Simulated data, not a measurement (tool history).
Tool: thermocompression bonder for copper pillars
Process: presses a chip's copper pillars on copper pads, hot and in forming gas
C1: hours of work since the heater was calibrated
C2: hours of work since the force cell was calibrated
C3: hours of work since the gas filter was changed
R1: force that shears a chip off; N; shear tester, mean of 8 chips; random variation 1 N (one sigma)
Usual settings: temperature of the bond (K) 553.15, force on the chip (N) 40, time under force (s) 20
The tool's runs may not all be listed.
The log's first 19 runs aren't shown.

{"run": 20, "hour": 590.6, "temperature of the bond (K)": 553.15, "force on the chip (N)": 40, "time under force (s)": 20, "C1": 55, "C2": 694, "C3": 118, "R1": 87.1}
{"run": 21, "hour": 622.0, "temperature of the bond (K)": 553.15, "force on the chip (N)": 30, "time under force (s)": 12, "C1": 79, "C2": 718, "C3": 142, "R1": 54.4}
{"hour": 637.9, "done": "forming gas filter changed"}
{"run": 22, "hour": 644.7, "temperature of the bond (K)": 553.15, "force on the chip (N)": 27, "time under force (s)": 20, "C1": 96, "C2": 735, "C3": 5, "R1": 60.3}
{"run": 23, "hour": 667.3, "temperature of the bond (K)": 553.15, "force on the chip (N)": 29, "time under force (s)": 36, "C1": 114, "C2": 752, "C3": 23, "R1": 80.0}
{"run": 24, "hour": 693.0, "temperature of the bond (K)": 553.15, "force on the chip (N)": 29, "time under force (s)": 36, "C1": 133, "C2": 772, "C3": 42, "R1": 78.9}
{"run": 25, "hour": 730.4, "temperature of the bond (K)": 577.15, "force on the chip (N)": 42, "time under force (s)": 34, "C1": 162, "C2": 801, "C3": 71, "R1": 121.1}
{"run": 26, "hour": 748.6, "temperature of the bond (K)": 577.15, "force on the chip (N)": 42, "time under force (s)": 11, "C1": 176, "C2": 815, "C3": 85, "R1": 93.7}
{"run": 27, "hour": 770.6, "temperature of the bond (K)": 577.15, "force on the chip (N)": 42, "time under force (s)": 11, "C1": 193, "C2": 831, "C3": 102, "R1": 96.9}
{"run": 28, "hour": 800.2, "temperature of the bond (K)": 567.15, "force on the chip (N)": 26, "time under force (s)": 11, "C1": 215, "C2": 854, "C3": 124, "R1": 54.0}
{"run": 29, "hour": 820.7, "temperature of the bond (K)": 562.15, "force on the chip (N)": 47, "time under force (s)": 14, "C1": 231, "C2": 870, "C3": 140, "R1": 94.6}
{"hour": 838.1, "done": "forming gas filter changed"}
{"run": 30, "hour": 843.5, "temperature of the bond (K)": 558.15, "force on the chip (N)": 43, "time under force (s)": 15, "C1": 248, "C2": 887, "C3": 4, "R1": 89.4}
{"run": 31, "hour": 875.0, "temperature of the bond (K)": 558.15, "force on the chip (N)": 43, "time under force (s)": 15, "C1": 272, "C2": 911, "C3": 28, "R1": 89.0}
{"run": 32, "hour": 902.7, "temperature of the bond (K)": 558.15, "force on the chip (N)": 43, "time under force (s)": 12, "C1": 293, "C2": 932, "C3": 49, "R1": 80.7}
{"run": 33, "hour": 939.3, "temperature of the bond (K)": 536.15, "force on the chip (N)": 40, "time under force (s)": 55, "C1": 321, "C2": 960, "C3": 77, "R1": 91.8}
{"run": 34, "hour": 965.5, "temperature of the bond (K)": 573.15, "force on the chip (N)": 55, "time under force (s)": 13, "C1": 341, "C2": 980, "C3": 98, "R1": 115.2}
{"run": 35, "hour": 1000.9, "temperature of the bond (K)": 573.15, "force on the chip (N)": 55, "time under force (s)": 11, "C1": 368, "C2": 1007, "C3": 125, "R1": 107.6}
{"run": 36, "hour": 1024.6, "temperature of the bond (K)": 573.15, "force on the chip (N)": 55, "time under force (s)": 11, "C1": 387, "C2": 1025, "C3": 143, "R1": 107.4}
{"hour": 1040.0, "done": "forming gas filter changed"}
{"run": 37, "hour": 1054.1, "temperature of the bond (K)": 573.15, "force on the chip (N)": 55, "time under force (s)": 11, "C1": 409, "C2": 1048, "C3": 11, "R1": 112.8}
{"run": 38, "hour": 1087.8, "temperature of the bond (K)": 558.15, "force on the chip (N)": 37, "time under force (s)": 18, "C1": 435, "C2": 1073, "C3": 37, "R1": 78.8}
{"run": 39, "hour": 1108.9, "temperature of the bond (K)": 558.15, "force on the chip (N)": 37, "time under force (s)": 18, "C1": 451, "C2": 1089, "C3": 53, "R1": 79.7}

Forecast each of these 4 alternatives for the next run:
{"run": "A", "hour": 1147.7, "temperature of the bond (K)": 558.15, "force on the chip (N)": 37, "time under force (s)": 46, "C1": 480, "C2": 1119, "C3": 82, "R1": "?"}
{"run": "B", "hour": 1147.7, "temperature of the bond (K)": 582.15, "force on the chip (N)": 59, "time under force (s)": 38, "C1": 480, "C2": 1119, "C3": 82, "R1": "?"}
{"run": "C", "hour": 1147.7, "temperature of the bond (K)": 556.15, "force on the chip (N)": 57, "time under force (s)": 25, "C1": 480, "C2": 1119, "C3": 82, "R1": "?"}
{"run": "D", "hour": 1147.7, "temperature of the bond (K)": 534.15, "force on the chip (N)": 53, "time under force (s)": 30, "C1": 480, "C2": 1119, "C3": 82, "R1": "?"}

run=A R1=100.6
run=B R1=133.8
run=C R1=115.3
run=D R1=92.0
Without the tool's hidden state the same runs would have given:
run=A R1=111.1
run=B R1=139.5
run=C R1=125.1
run=D R1=103.4
